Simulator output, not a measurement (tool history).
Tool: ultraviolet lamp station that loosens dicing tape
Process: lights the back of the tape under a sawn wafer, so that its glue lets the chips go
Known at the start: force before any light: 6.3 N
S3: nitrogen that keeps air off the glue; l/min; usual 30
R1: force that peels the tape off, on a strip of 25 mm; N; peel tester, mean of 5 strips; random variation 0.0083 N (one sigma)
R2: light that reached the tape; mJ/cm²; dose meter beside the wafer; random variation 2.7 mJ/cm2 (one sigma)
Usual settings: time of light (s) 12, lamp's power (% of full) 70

run 1 hour=0 | time_of_light_(s)=12 lamp's_power_(%_of_full)=70 S3=30 | R1=0.435 R2=312
run 2 hour=4.9 | time_of_light_(s)=12 lamp's_power_(%_of_full)=70 S3=30 | R1=0.417 R2=315
run 3 hour=12.7 | time_of_light_(s)=12 lamp's_power_(%_of_full)=70 S3=30 | R1=0.414 R2=314
run 4 hour=17.3 | time_of_light_(s)=12 lamp's_power_(%_of_full)=70 S3=30 | R1=0.42 R2=309
run 5 hour=22.1 | time_of_light_(s)=12 lamp's_power_(%_of_full)=73 S3=30 | R1=0.385 R2=324
run 6 hour=31.7 | time_of_light_(s)=12 lamp's_power_(%_of_full)=70 S3=57 | R1=0.278 R2=304
run 7 hour=39.9 | time_of_light_(s)=12 lamp's_power_(%_of_full)=70 S3=57 | R1=0.282 R2=303
run 8 hour=44.2 | time_of_light_(s)=12 lamp's_power_(%_of_full)=70 S3=30 | R1=0.44 R2=303
run 9 hour=52 | time_of_light_(s)=6 lamp's_power_(%_of_full)=70 S3=30 | R1=1.477 R2=151
run 10 hour=60.1 | time_of_light_(s)=6 lamp's_power_(%_of_full)=70 S3=30 | R1=1.517 R2=155
run 11 hour=70 | time_of_light_(s)=6 lamp's_power_(%_of_full)=70 S3=30 | R1=1.471 R2=149
run 12 hour=78.1 | time_of_light_(s)=19 lamp's_power_(%_of_full)=70 S3=30 | R1=0.206 R2=474
run 13 hour=87.6 | time_of_light_(s)=19 lamp's_power_(%_of_full)=70 S3=30 | R1=0.202 R2=468
run 14 hour=92.5 | time_of_light_(s)=12 lamp's_power_(%_of_full)=70 S3=58 | R1=0.305 R2=297
run 15 hour=101.2 | time_of_light_(s)=12 lamp's_power_(%_of_full)=70 S3=58 | R1=0.306 R2=292
run 16 hour=106.3 | time_of_light_(s)=12 lamp's_power_(%_of_full)=70 S3=58 | R1=0.305 R2=295
run 17 hour=116.4 | time_of_light_(s)=12 lamp's_power_(%_of_full)=70 S3=33 | R1=0.469 R2=291
run 18 hour=121.2 | time_of_light_(s)=12 lamp's_power_(%_of_full)=70 S3=33 | R1=0.448 R2=294
run 19 hour=131.3 | time_of_light_(s)=12 lamp's_power_(%_of_full)=85 S3=28 | R1=0.343 R2=354
run 20 hour=137.6 | time_of_light_(s)=12 lamp's_power_(%_of_full)=85 S3=28 | R1=0.35 R2=349
run 21 hour=145.1 | time_of_light_(s)=19 lamp's_power_(%_of_full)=64 S3=16 | R1=0.388 R2=420
run 22 hour=155.5 | time_of_light_(s)=8 lamp's_power_(%_of_full)=69 S3=12 | R1=1.814 R2=190
run 23 hour=163 | time_of_light_(s)=12 lamp's_power_(%_of_full)=70 S3=44 | R1=0.386 R2=288
run 24 hour=172.4 | time_of_light_(s)=12 lamp's_power_(%_of_full)=80 S3=46 | R1=0.284 R2=330
run 25 hour=181.7 | time_of_light_(s)=12 lamp's_power_(%_of_full)=80 S3=46 | R1=0.293 R2=323
run 26 hour=190.2 | time_of_light_(s)=12 lamp's_power_(%_of_full)=80 S3=46 | R1=0.317 R2=323
run 27 hour=199.5 | time_of_light_(s)=12 lamp's_power_(%_of_full)=90 S3=24 | R1=0.368 R2=361
run 28 hour=208.2 | time_of_light_(s)=12 lamp's_power_(%_of_full)=90 S3=24 | R1=0.375 R2=361
run 29 hour=212.7 | time_of_light_(s)=6 lamp's_power_(%_of_full)=65 S3=11 | R1=2.78 R2=128
-- hour=215.6 window cleaned of glue's vapour
run 30 hour=219.7 | time_of_light_(s)=6 lamp's_power_(%_of_full)=65 S3=11 | R1=2.543 R2=145
run 31 hour=224.6 | time_of_light_(s)=12 lamp's_power_(%_of_full)=70 S3=11 | R1=0.921 R2=320
run 32 hour=234 | time_of_light_(s)=15 lamp's_power_(%_of_full)=70 S3=13 | R1=0.519 R2=385
run 33 hour=243.4 | time_of_light_(s)=12 lamp's_power_(%_of_full)=78 S3=26 | R1=0.385 R2=349
run 34 hour=248.5 | time_of_light_(s)=12 lamp's_power_(%_of_full)=78 S3=26 | R1=0.361 R2=347
run 35 hour=255.2 | time_of_light_(s)=17 lamp's_power_(%_of_full)=75 S3=25 | R1=0.235 R2=471

Forecast each of these 4 alternatives for the next run:
run A hour=261 | time_of_light_(s)=11 lamp's_power_(%_of_full)=75 S3=54 | R1=? R2=?
run B hour=261 | time_of_light_(s)=17 lamp's_power_(%_of_full)=60 S3=28 | R1=? R2=?
run C hour=261 | time_of_light_(s)=17 lamp's_power_(%_of_full)=95 S3=25 | R1=? R2=?
run D hour=261 | time_of_light_(s)=16 lamp's_power_(%_of_full)=88 S3=43 | R1=? R2=?

run=A R1=0.292 R2=307
run=B R1=0.306 R2=373
run=C R1=0.156 R2=597
run=D R1=0.169 R2=520
Without the tool's hidden state the same runs would have given:
run=A R1=0.233 R2=348
run=B R1=0.246 R2=423
run=C R1=0.144 R2=678
run=D R1=0.16 R2=590

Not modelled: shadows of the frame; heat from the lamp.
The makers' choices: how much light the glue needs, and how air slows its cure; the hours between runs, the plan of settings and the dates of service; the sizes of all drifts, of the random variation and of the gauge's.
